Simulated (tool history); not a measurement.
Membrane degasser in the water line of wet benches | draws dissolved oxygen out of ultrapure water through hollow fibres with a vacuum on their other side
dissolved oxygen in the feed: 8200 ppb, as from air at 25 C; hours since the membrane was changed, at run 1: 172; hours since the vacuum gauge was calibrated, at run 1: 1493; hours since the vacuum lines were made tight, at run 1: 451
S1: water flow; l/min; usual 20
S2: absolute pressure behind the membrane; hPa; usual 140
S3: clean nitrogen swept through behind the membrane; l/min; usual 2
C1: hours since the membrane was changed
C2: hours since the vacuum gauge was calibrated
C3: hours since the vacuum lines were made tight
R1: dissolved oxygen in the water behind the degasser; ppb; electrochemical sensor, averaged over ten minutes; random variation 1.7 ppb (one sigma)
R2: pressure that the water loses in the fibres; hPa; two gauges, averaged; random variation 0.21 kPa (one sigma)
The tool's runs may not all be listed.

| run | hour | S1 | S2 | S3 | C1 | C2 | C3 | R1 | R2 |
|---|---|---|---|---|---|---|---|---|---|
| 1 | 0 | 20 | 140 | 2 | 172 | 1493 | 451 | 256.6 | 503 |
| 2 | 44.9 | 26 | 140 | 2 | 217 | 1538 | 496 | 327.9 | 647.6 |
| 3 | 122.6 | 26 | 140 | 2 | 294 | 1615 | 574 | 325.4 | 650.2 |
| 4 | 179.6 | 26 | 140 | 2 | 351 | 1672 | 631 | 330.7 | 653.5 |
| 5 | 256.4 | 20 | 140 | 1.06 | 428 | 1749 | 708 | 442.1 | 501.7 |
| 6 | 306.7 | 20 | 140 | 1.06 | 478 | 1800 | 758 | 438.5 | 500.1 |
| 7 | 392.1 | 20 | 140 | 1.06 | 564 | 1885 | 843 | 442.7 | 501 |
| 8 | 462.5 | 20 | 140 | 1.06 | 634 | 1955 | 914 | 444.5 | 499.7 |
| 9 | 553.6 | 20 | 140 | 4.81 | 725 | 2046 | 1005 | 117.4 | 498.7 |
| 10 | 641 | 20 | 140 | 4.81 | 813 | 2134 | 1092 | 115.2 | 500.4 |
| 11 | 713.5 | 20 | 145 | 2 | 885 | 2206 | 1165 | 265.5 | 499.1 |
| 12 | 778.8 | 20 | 145 | 2 | 950 | 2272 | 1230 | 262.6 | 499.3 |
| 13 | 879.7 | 20 | 145 | 2 | 1051 | 2373 | 1331 | 266.6 | 500.4 |
| 14 | 939.4 | 20 | 145 | 2 | 1111 | 2432 | 1391 | 269.2 | 496.5 |
| 15 | 1004.5 | 20 | 145 | 2 | 1176 | 2497 | 1456 | 266.6 | 497.1 |
| 16 | 1049.1 | 18 | 145 | 2 | 1221 | 2542 | 1500 | 238.4 | 447.5 |
| 17 | 1097.9 | 29 | 291 | 2.5 | 1270 | 2591 | 1549 | 673.9 | 720.6 |
| 18 | 1142.7 | 29 | 116 | 1.74 | 1314 | 2635 | 1594 | 321.1 | 710.9 |
| 19 | 1213.4 | 14 | 292 | 1.21 | 1385 | 2706 | 1665 | 658.6 | 346.9 |
| 20 | 1261.3 | 30 | 202 | 1.34 | 1433 | 2754 | 1713 | 784.4 | 744.6 |
| 21 | 1344.8 | 32 | 86 | 3.32 | 1516 | 2838 | 1796 | 140.5 | 794.9 |
| 22 | 1441.9 | 32 | 283 | 2.99 | 1614 | 2935 | 1893 | 600.8 | 794.3 |
| 23 | 1539 | 13 | 140 | 2 | 1711 | 3032 | 1990 | 168.2 | 319.1 |
| 24 | 1621.8 | 20 | 157 | 3.17 | 1793 | 3115 | 2073 | 194.3 | 494.9 |
| 25 | 1673.8 | 20 | 200 | 2.1 | 1845 | 3167 | 2125 | 370.3 | 493.2 |
| 26 | 1771.6 | 25 | 326 | 2.1 | 1943 | 3264 | 2223 | 758.5 | 616.8 |
| 27 | 1854.4 | 16 | 326 | 2.1 | 2026 | 3347 | 2306 | 516.2 | 393.6 |
| 28 | 1935.1 | 16 | 326 | 5.82 | 2107 | 3428 | 2386 | 199.2 | 393 |
| 29 | 1991.8 | 16 | 140 | 1.33 | 2163 | 3485 | 2443 | 299.8 | 395.3 |
| 30 | 2093.5 | 32 | 140 | 1.33 | 2265 | 3586 | 2545 | 553.3 | 789.6 |
| 31 | 2137.6 | 32 | 331 | 1.55 | 2309 | 3630 | 2589 | 1215.4 | 779.4 |
| 32 | 2214.6 | 20 | 87 | 5 | 2386 | 3707 | 2666 | 61.5 | 487.1 |

Measured less the same run without the tool's hidden state. The same run-to-run variation is in both; the gauge's scatter may not be:
The hidden state here: membrane still open, %; true pressure behind the membrane over the reading, kPa; air that leaks in behind the membrane, l/min; drift of the gauge itself on oxygen_ppb, %; drift of the gauge itself on loss_of_pressure_kpa, %.
| run | R2 |
|---|---|
| 1 | +0 |
| 2 | -0.3 |
| 3 | -0.9 |
| 4 | -1.3 |
| 5 | -1.5 |
| 6 | -1.8 |
| 7 | -2.2 |
| 8 | -2.7 |
| 9 | -3.2 |
| 10 | -3.8 |
| 11 | -4.2 |
| 12 | -4.5 |
| 13 | -5.2 |
| 14 | -5.5 |
| 15 | -5.9 |
| 16 | -5.5 |
| 17 | -9.3 |
| 18 | -9.6 |
| 19 | -5 |
| 20 | -11 |
| 21 | -12.6 |
| 22 | -13.4 |
| 23 | -5.8 |
| 24 | -9.5 |
| 25 | -9.8 |
| 26 | -12.9 |
| 27 | -8.6 |
| 28 | -9 |
| 29 | -9.3 |
| 30 | -19.6 |
| 31 | -19.7 |
| 32 | -12.9 |
R1: within 0.3 ppb of the measured result in every run.
